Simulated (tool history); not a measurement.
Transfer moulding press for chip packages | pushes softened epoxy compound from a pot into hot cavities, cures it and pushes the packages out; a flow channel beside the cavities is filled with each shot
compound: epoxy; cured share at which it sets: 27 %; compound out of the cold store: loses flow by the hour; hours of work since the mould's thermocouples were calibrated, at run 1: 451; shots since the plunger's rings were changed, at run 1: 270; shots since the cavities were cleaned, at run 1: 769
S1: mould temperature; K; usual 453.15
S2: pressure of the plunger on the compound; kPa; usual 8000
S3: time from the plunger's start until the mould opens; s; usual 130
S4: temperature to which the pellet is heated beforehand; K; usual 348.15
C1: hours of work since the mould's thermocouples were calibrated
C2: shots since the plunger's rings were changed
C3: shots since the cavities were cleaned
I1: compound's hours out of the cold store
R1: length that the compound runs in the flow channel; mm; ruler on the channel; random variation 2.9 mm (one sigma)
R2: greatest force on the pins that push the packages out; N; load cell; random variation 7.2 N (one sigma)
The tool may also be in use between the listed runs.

run   hour      S1    S2   S3      S4   C1    C2    C3    I1   R1   R2
  1      0  453.15  8000  130  348.15  451   270   769  28.3  519  296
  2     16  453.15  8000  130  348.15  462   448   947  13.2  541  296
  3   27.3  453.15  8000  130  348.15  470   573  1072  39.8  497  312
      39.8  -- cavities cleaned with cleaning compound and waxed
  4   45.5  453.15  8000  130  348.15  482   758    63  19.2  539  290
  5   63.1  453.15  8000  130  348.15  495   953   258  34.2  507  292
  6   71.6  453.15  9660  130  348.15  501  1048   353  27.4  566  285
  7   80.1  453.15  9660  130  348.15  507  1142   447    26  572  307
  8   88.6  455.15  8000  130  348.15  513  1237   542  23.6  522  281
  9  100.8  455.15  8000  130  348.15  522  1372   677  40.2  492  285
 10  119.1  455.15  8000  130  348.15  535  1575   880    47  482  284
 11  126.8  453.15  8000  130  348.15  540  1660   965  27.5  518  309
 12  135.9  453.15  8000  130  348.15  547  1761  1066  46.3  485  304
     149.2  -- cavities cleaned with cleaning compound and waxed
 13  149.7  453.15  8000  130  348.15  556  1898     5   8.7  548  303
 14  157.3  453.15  8000  140  348.15  561  1982    89  18.9  533  303
 15  166.1  458.15  6160  123  352.15  567  2080   187  21.1  461  290
 16  181.4  456.15  8000  158  348.15  578  2249   356  44.8  487  282
 17  199.8  455.15  8000  135  348.15  591  2454   561    26  515  283
 18    209  455.15  7210  118  358.15  598  2556   663  22.7  492  300
 19  219.1  453.15  8000  120  347.15  605  2668   775  42.9  496  304
 20  236.7  457.15  7430  120  357.15  618  2863   970  30.5  490  291
 21    246  457.15  7430  120  357.15  624  2966  1073  41.6  467  281
 22  256.3  457.15  6160  125  357.15  632  3081  1188  16.3  463  283
     258.8  -- cavities cleaned with cleaning compound and waxed
 23  275.6  457.15  6160  125  357.15  645  3278   187  21.1  462  276
     285.4  -- plunger's sealing rings changed
 24  289.9  457.15  9090  152  357.15  653    50   318  22.2  558  292
 25  302.4  455.15  9390  119  355.15  662   189   457  38.5  539  299
 26  311.7  455.15  9390  119  355.15  669   292   560   8.8  595  301
 27  325.9  454.15  7300  129  347.15  679   450   718  14.7  510  304
 28  339.3  459.15  7910  131  338.15  688   598   866  13.7  527  289

How the hidden state differs across the entries between the runs, from the last listed run before each to the first after it:
Between runs 3 and 4: cavities cleaned with cleaning compound and waxed (hour 39.8)
  grip of the stained cavities, % over clean ones': 0.7 -> 0.1
Between runs 12 and 13: cavities cleaned with cleaning compound and waxed (hour 149.2)
  grip of the stained cavities, % over clean ones': 0.7 -> 0
Between runs 22 and 23: cavities cleaned with cleaning compound and waxed (hour 258.8)
  grip of the stained cavities, % over clean ones': 0.8 -> 0.2
Between runs 23 and 24: plunger's sealing rings changed (hour 285.4)
  pressure that reaches the compound, % of what is set: 99.93 -> 100; grip of the stained cavities, % over clean ones': 0.2 -> 0.3
